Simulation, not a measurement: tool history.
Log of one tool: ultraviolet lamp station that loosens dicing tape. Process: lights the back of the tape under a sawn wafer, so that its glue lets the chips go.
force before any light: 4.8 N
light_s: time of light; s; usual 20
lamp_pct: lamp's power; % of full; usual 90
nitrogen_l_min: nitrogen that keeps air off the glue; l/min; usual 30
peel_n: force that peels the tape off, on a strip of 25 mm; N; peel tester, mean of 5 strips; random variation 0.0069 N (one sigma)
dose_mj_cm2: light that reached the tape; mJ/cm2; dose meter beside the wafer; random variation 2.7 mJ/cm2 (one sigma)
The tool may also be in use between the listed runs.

run   hour  light_s  lamp_pct  nitrogen_l_min  peel_n  dose_mj_cm2
  1      0       20        90              30   0.248          372
  2   12.9       20        90              30   0.238          370
  3     33       20        90              30   0.234          370
  4   56.6       20        90              30   0.227          368
  5   76.8       20        90              30   0.236          371
  6   94.6       20        90              30   0.237          369
  7  116.4       20        90              30   0.246          371
  8  139.6       20        90              30   0.235          372
  9  164.2       20        90              30    0.23          375
 10  177.4       20        96              30   0.218          393
 11  190.6       20        96              30     0.2          399
 12  207.3       20        96              30   0.208          400
 13  230.5       20        96              30   0.203          399
 14  252.2       20        96              30   0.196          404
 15  270.4       20        69              30   0.431          284
 16  283.8       38        90              30   0.108          707
 17  302.7       21        90              30   0.215          391
 18  327.7       21        90              30   0.206          394
 19  340.9       12        90              30   0.711          227
 20  355.8       12        90              30   0.662          227
 21  380.2       12        90              30   0.652          222
 22  398.2       20        90              30   0.234          375
 23  412.7       20        72              30   0.387          296
 24  433.8       20        90              29   0.249          376
 25  456.7       20        88              45   0.206          361
 26  468.8       39        86              45     0.1          695
 27  480.8       39        86              45   0.101          696
 28  493.3       39        86              45   0.103          696
 29    514       13        70              45   0.761          190
 30  531.7       30        84              13   0.199          523
 31  557.7       30        84              13   0.194          523
 32  582.5       12        90              30    0.67          219
 33  598.7       20        95              58   0.165          393
 34  611.3       21        88              39   0.203          384
 35  622.6       20        98              24   0.214          407
 36  647.1       20        72              36    0.34          295
 37    664       20        72              36   0.354          301
 38  688.4       20        72              36   0.323          304
 39  713.4       20        82              35   0.267          342
 40  734.5       20        82              35    0.27          335
 41  757.8       20        82              35   0.271          335
 42  779.8       20        82              35   0.262          339
 43  798.1       12        78              42   0.739          194
 44  816.4       12        78              42   0.743          195

Taken out of this log: 1 entry between the listed runs. Where each belongs, and how the hidden state differs across it:
Between runs 27 and 28: window cleaned of glue's vapour (hour 485.2)
  light that the window lets through, % of a clean one's: 99.9 -> 100
